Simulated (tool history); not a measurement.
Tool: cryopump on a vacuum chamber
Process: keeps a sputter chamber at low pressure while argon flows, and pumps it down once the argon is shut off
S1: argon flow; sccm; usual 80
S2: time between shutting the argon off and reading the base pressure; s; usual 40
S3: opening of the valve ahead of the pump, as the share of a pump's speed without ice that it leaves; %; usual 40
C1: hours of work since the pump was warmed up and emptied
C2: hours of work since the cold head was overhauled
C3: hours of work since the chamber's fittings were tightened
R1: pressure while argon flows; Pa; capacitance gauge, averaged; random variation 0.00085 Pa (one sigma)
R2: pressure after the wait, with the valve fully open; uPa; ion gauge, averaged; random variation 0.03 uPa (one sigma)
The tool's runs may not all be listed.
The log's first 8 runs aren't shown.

Run 9, hour 127.9: usual settings; C1 472; C2 472; C3 2650. Result: R1 0.1802 Pa, R2 2.25 uPa.
Run 10, hour 141.6: usual settings but S1 104 sccm; C1 481; C2 481; C3 2659. Result: R1 0.2358 Pa, R2 2.17 uPa.
Run 11, hour 160.6: usual settings but S1 104 sccm; C1 494; C2 494; C3 2672. Result: R1 0.2324 Pa, R2 2.20 uPa.
Run 12, hour 178.6: usual settings but S1 104 sccm; C1 506; C2 506; C3 2684. Result: R1 0.2329 Pa, R2 2.22 uPa.
Run 13, hour 197.2: usual settings but S1 104 sccm; C1 519; C2 519; C3 2697. Result: R1 0.2350 Pa, R2 2.15 uPa.
Run 14, hour 208.6: usual settings but S1 104 sccm; C1 526; C2 526; C3 2704. Result: R1 0.2345 Pa, R2 2.22 uPa.
Run 15, hour 218.4: usual settings but S1 104 sccm; C1 533; C2 533; C3 2711. Result: R1 0.2350 Pa, R2 2.22 uPa.
Run 16, hour 229.7: usual settings but S1 91 sccm; C1 541; C2 541; C3 2719. Result: R1 0.2059 Pa, R2 2.20 uPa.
Run 17, hour 240.7: usual settings but S1 91 sccm; C1 548; C2 548; C3 2726. Result: R1 0.2076 Pa, R2 2.23 uPa.
Run 18, hour 250.3: usual settings but S1 91 sccm, S2 110 s; C1 555; C2 555; C3 2733. Result: R1 0.2057 Pa, R2 1.41 uPa.
Run 19, hour 268.3: usual settings but S1 79 sccm, S2 271 s, S3 51 %; C1 567; C2 567; C3 2745. Result: R1 0.1431 Pa, R2 1.10 uPa.

Forecast run 20:
Run 20, hour 287.5: usual settings but S1 79 sccm, S2 271 s, S3 51 %; C1 580; C2 580; C3 2758. Result: R1 ?, R2 ?.

Run 20 gave R1 0.1438 Pa, R2 1.10 uPa.
Without the tool's hidden state the same run would have given R1 0.1326 Pa, R2 0.37 uPa.
